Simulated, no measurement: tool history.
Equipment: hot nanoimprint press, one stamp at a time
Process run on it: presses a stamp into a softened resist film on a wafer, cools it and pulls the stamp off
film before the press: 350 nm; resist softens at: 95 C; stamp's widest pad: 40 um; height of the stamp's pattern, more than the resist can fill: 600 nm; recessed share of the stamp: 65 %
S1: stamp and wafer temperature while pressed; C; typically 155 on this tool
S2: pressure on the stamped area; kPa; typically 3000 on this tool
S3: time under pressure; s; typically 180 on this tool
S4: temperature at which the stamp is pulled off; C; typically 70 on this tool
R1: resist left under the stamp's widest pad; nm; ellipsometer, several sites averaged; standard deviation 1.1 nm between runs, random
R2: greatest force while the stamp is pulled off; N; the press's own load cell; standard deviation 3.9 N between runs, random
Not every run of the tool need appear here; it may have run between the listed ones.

run 1 hour=0 | S1=155 S2=3000 S3=180 S4=70 | R1=166.7 R2=212
run 2 hour=29.3 | S1=155 S2=3000 S3=180 S4=70 | R1=166.9 R2=222
run 3 hour=69.2 | S1=155 S2=3000 S3=259 S4=70 | R1=147.8 R2=219
-- hour=103.3 stamp cleaned and given a new release coat
run 4 hour=120.5 | S1=163 S2=3000 S3=180 S4=70 | R1=110.1 R2=192
run 5 hour=144.7 | S1=163 S2=3000 S3=180 S4=70 | R1=110 R2=190
run 6 hour=165.8 | S1=155 S2=3000 S3=180 S4=70 | R1=168 R2=206
run 7 hour=195.5 | S1=155 S2=3000 S3=180 S4=70 | R1=167.8 R2=199
run 8 hour=222.8 | S1=155 S2=3000 S3=180 S4=76 | R1=167.9 R2=183
run 9 hour=266.4 | S1=155 S2=3000 S3=180 S4=76 | R1=168.9 R2=176
run 10 hour=293.7 | S1=155 S2=3000 S3=180 S4=76 | R1=171.1 R2=176
run 11 hour=337.1 | S1=155 S2=3000 S3=180 S4=65 | R1=170.5 R2=232
run 12 hour=381.3 | S1=155 S2=3000 S3=180 S4=70 | R1=171.5 R2=209
run 13 hour=417.9 | S1=155 S2=3250 S3=180 S4=70 | R1=165.1 R2=216
run 14 hour=452.5 | S1=155 S2=3200 S3=180 S4=70 | R1=166.8 R2=217
run 15 hour=471.5 | S1=155 S2=3200 S3=180 S4=70 | R1=168.3 R2=226
-- hour=488.8 press's hydraulic seals changed and the load cell set to zero
run 16 hour=518.5 | S1=152 S2=3380 S3=279 S4=62 | R1=163 R2=263
-- hour=526.9 stamp cleaned and given a new release coat
run 17 hour=552 | S1=160 S2=4360 S3=180 S4=70 | R1=102 R2=202
run 18 hour=585.1 | S1=163 S2=3360 S3=180 S4=70 | R1=101.9 R2=200
run 19 hour=616.4 | S1=163 S2=3360 S3=180 S4=70 | R1=103.2 R2=202
run 20 hour=650.6 | S1=163 S2=3360 S3=180 S4=70 | R1=101.3 R2=201
run 21 hour=674.5 | S1=145 S2=3000 S3=153 S4=62 | R1=278.8 R2=230
run 22 hour=709.5 | S1=145 S2=3000 S3=153 S4=62 | R1=278.5 R2=243
run 23 hour=731 | S1=145 S2=3000 S3=153 S4=62 | R1=285.5 R2=250
run 24 hour=756.7 | S1=155 S2=2770 S3=180 S4=70 | R1=178.6 R2=210
run 25 hour=780.4 | S1=156 S2=2770 S3=180 S4=61 | R1=170.5 R2=251
run 26 hour=810.2 | S1=155 S2=3000 S3=157 S4=68 | R1=176.8 R2=228
run 27 hour=848.7 | S1=157 S2=3000 S3=180 S4=57 | R1=154.1 R2=278
run 28 hour=867.5 | S1=167 S2=3000 S3=180 S4=72 | R1=91.5 R2=209
-- hour=900.3 plate thermocouple calibrated
run 29 hour=912.1 | S1=158 S2=3000 S3=180 S4=69 | R1=135.2 R2=211

Subtracting, for every run, the result it would have given without the tool's unlogged condition from the measured result gives the following. The same run-to-run variation enters both numbers; the gauge's scatter may not:
The tool's hidden condition here consists of: true temperature over the reading, C; pressure that arrives at the usual setting, %; grip of the stamp's worn release coat, % over a new coat's; drift of the gauge itself on residual_nm, %; drift of the gauge itself on pull_off_n, %.
run=1 R1=+5.2 R2=+27
run=2 R1=+5.7 R2=+30
run=3 R1=+5.8 R2=+33
run=4 R1=+4.8 R2=+2
run=5 R1=+5 R2=+4
run=6 R1=+7.6 R2=+7
run=7 R1=+8.1 R2=+9
run=8 R1=+8.5 R2=+11
run=9 R1=+9 R2=+14
run=10 R1=+9.6 R2=+16
run=11 R1=+10.2 R2=+24
run=12 R1=+10.9 R2=+26
run=13 R1=+11.6 R2=+30
run=14 R1=+12 R2=+32
run=15 R1=+12.5 R2=+35
run=16 R1=+7 R2=+44
run=17 R1=+4.4 R2=+6
run=18 R1=+4.5 R2=+8
run=19 R1=+4.8 R2=+11
run=20 R1=+5.1 R2=+14
run=21 R1=+9.6 R2=+18
run=22 R1=+10.1 R2=+22
run=23 R1=+10.7 R2=+25
run=24 R1=+10.6 R2=+24
run=25 R1=+10.5 R2=+30
run=26 R1=+11.3 R2=+31
run=27 R1=+10.5 R2=+39
run=28 R1=+5.9 R2=+32
run=29 R1=-0.1 R2=+30

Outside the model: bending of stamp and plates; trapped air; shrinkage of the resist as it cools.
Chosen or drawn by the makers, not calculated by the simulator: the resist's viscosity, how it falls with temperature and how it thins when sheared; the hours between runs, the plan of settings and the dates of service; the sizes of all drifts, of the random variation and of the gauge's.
